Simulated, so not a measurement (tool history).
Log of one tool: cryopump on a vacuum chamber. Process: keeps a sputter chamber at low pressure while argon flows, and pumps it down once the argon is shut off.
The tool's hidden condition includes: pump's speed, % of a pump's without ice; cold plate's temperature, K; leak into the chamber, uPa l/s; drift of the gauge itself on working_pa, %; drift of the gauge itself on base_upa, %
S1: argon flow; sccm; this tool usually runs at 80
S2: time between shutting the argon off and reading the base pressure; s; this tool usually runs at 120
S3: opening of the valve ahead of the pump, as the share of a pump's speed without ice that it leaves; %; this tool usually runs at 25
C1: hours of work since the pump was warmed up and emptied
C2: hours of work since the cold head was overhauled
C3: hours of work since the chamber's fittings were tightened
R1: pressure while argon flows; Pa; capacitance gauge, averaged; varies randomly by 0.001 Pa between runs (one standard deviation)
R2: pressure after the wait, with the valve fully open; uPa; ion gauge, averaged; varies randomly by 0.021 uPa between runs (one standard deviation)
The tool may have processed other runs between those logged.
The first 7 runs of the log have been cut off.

| run | hour | S1 | S2 | S3 | C1 | C2 | C3 | R1 | R2 |
|---|---|---|---|---|---|---|---|---|---|
| 8 | 113.7 | 80 | 29 | 25 | 238 | 238 | 564 | 0.2271 | 1.12 |
| 9 | 125 | 80 | 29 | 25 | 243 | 243 | 569 | 0.2298 | 1.09 |
| 10 | 137.9 | 80 | 120 | 21 | 249 | 249 | 575 | 0.2732 | 0.53 |
| 11 | 148.2 | 62 | 120 | 25 | 254 | 254 | 580 | 0.1776 | 0.53 |
| 12 | 165 | 62 | 120 | 25 | 261 | 261 | 587 | 0.1768 | 0.54 |
| 13 | 179.1 | 132 | 120 | 25 | 267 | 267 | 593 | 0.3785 | 0.51 |
| 14 | 196.7 | 132 | 120 | 25 | 275 | 275 | 601 | 0.3817 | 0.58 |
| 15 | 207.2 | 74 | 120 | 25 | 280 | 280 | 606 | 0.2143 | 0.53 |
| 16 | 221.8 | 74 | 120 | 25 | 287 | 287 | 613 | 0.2139 | 0.57 |
| 17 | 235.1 | 74 | 139 | 25 | 292 | 292 | 618 | 0.213 | 0.56 |
| 18 | 249.8 | 80 | 120 | 20 | 299 | 299 | 625 | 0.2899 | 0.56 |
| 19 | 261.8 | 50 | 120 | 16 | 304 | 304 | 630 | 0.2234 | 0.62 |
| 20 | 271.9 | 50 | 120 | 16 | 309 | 309 | 635 | 0.2257 | 0.6 |
| 21 | 290.2 | 74 | 103 | 23 | 317 | 317 | 643 | 0.2328 | 0.58 |
| 22 | 307.7 | 74 | 103 | 23 | 325 | 325 | 651 | 0.2316 | 0.61 |
| 23 | 320.3 | 149 | 243 | 57 | 331 | 331 | 657 | 0.1999 | 0.48 |
| 24 | 330.8 | 32 | 243 | 29 | 335 | 335 | 661 | 0.0803 | 0.47 |
| 25 | 340.3 | 32 | 243 | 29 | 340 | 340 | 666 | 0.0801 | 0.5 |
| 26 | 352.9 | 149 | 124 | 29 | 345 | 345 | 671 | 0.3767 | 0.58 |
| 27 | 365 | 149 | 124 | 29 | 351 | 351 | 677 | 0.3748 | 0.57 |
| 28 | 383.2 | 84 | 82 | 24 | 359 | 359 | 685 | 0.2536 | 0.68 |
| 29 | 398.7 | 80 | 76 | 25 | 366 | 366 | 692 | 0.2325 | 0.7 |
| 30 | 418 | 48 | 34 | 54 | 374 | 374 | 700 | 0.068 | 1.07 |

For run 31, what comes out?
| 31 | 427.2 | 86 | 68 | 42 | 379 | 379 | 705 | ? | ? |

R1: 0.1541 Pa
R2: 0.75 uPa
With no hidden state in the tool, this same run would have given R1 0.1431 Pa, R2 0.44 uPa.
